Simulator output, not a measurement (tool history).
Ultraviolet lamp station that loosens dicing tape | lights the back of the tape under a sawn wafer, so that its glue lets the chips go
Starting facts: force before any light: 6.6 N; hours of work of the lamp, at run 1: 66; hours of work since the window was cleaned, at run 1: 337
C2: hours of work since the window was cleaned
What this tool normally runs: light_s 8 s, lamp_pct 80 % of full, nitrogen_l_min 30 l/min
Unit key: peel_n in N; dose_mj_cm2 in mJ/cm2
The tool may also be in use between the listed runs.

run 1 hour=0 | light_s=8 lamp_pct=80 nitrogen_l_min=30 | hours_of_work_of_the_lamp=66 C2=337 | peel_n=0.147 dose_mj_cm2=478
run 2 hour=7.9 | light_s=4 lamp_pct=80 nitrogen_l_min=30 | hours_of_work_of_the_lamp=71 C2=343 | peel_n=0.791 dose_mj_cm2=237
run 3 hour=21.1 | light_s=4 lamp_pct=80 nitrogen_l_min=30 | hours_of_work_of_the_lamp=81 C2=352 | peel_n=0.842 dose_mj_cm2=242
run 4 hour=34.1 | light_s=4 lamp_pct=80 nitrogen_l_min=30 | hours_of_work_of_the_lamp=91 C2=362 | peel_n=0.82 dose_mj_cm2=237
run 5 hour=49.1 | light_s=4 lamp_pct=80 nitrogen_l_min=30 | hours_of_work_of_the_lamp=102 C2=373 | peel_n=0.816 dose_mj_cm2=241
run 6 hour=60 | light_s=4 lamp_pct=80 nitrogen_l_min=30 | hours_of_work_of_the_lamp=110 C2=381 | peel_n=0.822 dose_mj_cm2=237
run 7 hour=70.2 | light_s=4 lamp_pct=80 nitrogen_l_min=30 | hours_of_work_of_the_lamp=117 C2=389 | peel_n=0.835 dose_mj_cm2=242
run 8 hour=81.1 | light_s=4 lamp_pct=80 nitrogen_l_min=30 | hours_of_work_of_the_lamp=125 C2=397 | peel_n=0.822 dose_mj_cm2=241
run 9 hour=90 | light_s=4 lamp_pct=80 nitrogen_l_min=30 | hours_of_work_of_the_lamp=132 C2=403 | peel_n=0.826 dose_mj_cm2=240
run 10 hour=102.4 | light_s=4 lamp_pct=80 nitrogen_l_min=30 | hours_of_work_of_the_lamp=141 C2=412 | peel_n=0.813 dose_mj_cm2=243
run 11 hour=112.8 | light_s=4 lamp_pct=80 nitrogen_l_min=30 | hours_of_work_of_the_lamp=148 C2=420 | peel_n=0.834 dose_mj_cm2=243
run 12 hour=127.8 | light_s=8 lamp_pct=96 nitrogen_l_min=19 | hours_of_work_of_the_lamp=159 C2=431 | peel_n=0.157 dose_mj_cm2=579
run 13 hour=141.6 | light_s=8 lamp_pct=62 nitrogen_l_min=19 | hours_of_work_of_the_lamp=169 C2=441 | peel_n=0.456 dose_mj_cm2=375
run 14 hour=150.8 | light_s=8 lamp_pct=62 nitrogen_l_min=19 | hours_of_work_of_the_lamp=176 C2=448 | peel_n=0.476 dose_mj_cm2=373
run 15 hour=157.6 | light_s=13 lamp_pct=99 nitrogen_l_min=10 | hours_of_work_of_the_lamp=181 C2=453 | peel_n=0.084 dose_mj_cm2=965
run 16 hour=167 | light_s=13 lamp_pct=99 nitrogen_l_min=10 | hours_of_work_of_the_lamp=188 C2=459 | peel_n=0.087 dose_mj_cm2=975
run 17 hour=182.1 | light_s=4 lamp_pct=61 nitrogen_l_min=11 | hours_of_work_of_the_lamp=199 C2=471 | peel_n=2.202 dose_mj_cm2=182
run 18 hour=189.5 | light_s=11 lamp_pct=76 nitrogen_l_min=52 | hours_of_work_of_the_lamp=204 C2=476 | peel_n=0.075 dose_mj_cm2=636
run 19 hour=198.7 | light_s=11 lamp_pct=76 nitrogen_l_min=52 | hours_of_work_of_the_lamp=211 C2=483 | peel_n=0.074 dose_mj_cm2=629
run 20 hour=211.3 | light_s=11 lamp_pct=76 nitrogen_l_min=52 | hours_of_work_of_the_lamp=220 C2=492 | peel_n=0.067 dose_mj_cm2=629
run 21 hour=222 | light_s=8 lamp_pct=76 nitrogen_l_min=26 | hours_of_work_of_the_lamp=228 C2=500 | peel_n=0.203 dose_mj_cm2=460
run 22 hour=236.9 | light_s=8 lamp_pct=61 nitrogen_l_min=18 | hours_of_work_of_the_lamp=239 C2=511 | peel_n=0.517 dose_mj_cm2=365

Below are 5 alternative next runs, each starting from the tool's condition after run 22. Predict each:
run A hour=246.1 | light_s=12 lamp_pct=61 nitrogen_l_min=18 | hours_of_work_of_the_lamp=246 C2=517 | peel_n=? dose_mj_cm2=?
run B hour=246.1 | light_s=13 lamp_pct=98 nitrogen_l_min=18 | hours_of_work_of_the_lamp=246 C2=517 | peel_n=? dose_mj_cm2=?
run C hour=246.1 | light_s=8 lamp_pct=99 nitrogen_l_min=18 | hours_of_work_of_the_lamp=246 C2=517 | peel_n=? dose_mj_cm2=?
run D hour=246.1 | light_s=8 lamp_pct=80 nitrogen_l_min=44 | hours_of_work_of_the_lamp=246 C2=517 | peel_n=? dose_mj_cm2=?
run E hour=246.1 | light_s=8 lamp_pct=67 nitrogen_l_min=16 | hours_of_work_of_the_lamp=246 C2=517 | peel_n=? dose_mj_cm2=?

run=A peel_n=0.181 dose_mj_cm2=550
run=B peel_n=0.073 dose_mj_cm2=963
run=C peel_n=0.161 dose_mj_cm2=591
run=D peel_n=0.116 dose_mj_cm2=479
run=E peel_n=0.47 dose_mj_cm2=402
With the hidden condition removed and each run's random variation left untouched, the same runs would have given:
run=A peel_n=0.18 dose_mj_cm2=551
run=B peel_n=0.073 dose_mj_cm2=965
run=C peel_n=0.16 dose_mj_cm2=593
run=D peel_n=0.115 dose_mj_cm2=480
run=E peel_n=0.467 dose_mj_cm2=403

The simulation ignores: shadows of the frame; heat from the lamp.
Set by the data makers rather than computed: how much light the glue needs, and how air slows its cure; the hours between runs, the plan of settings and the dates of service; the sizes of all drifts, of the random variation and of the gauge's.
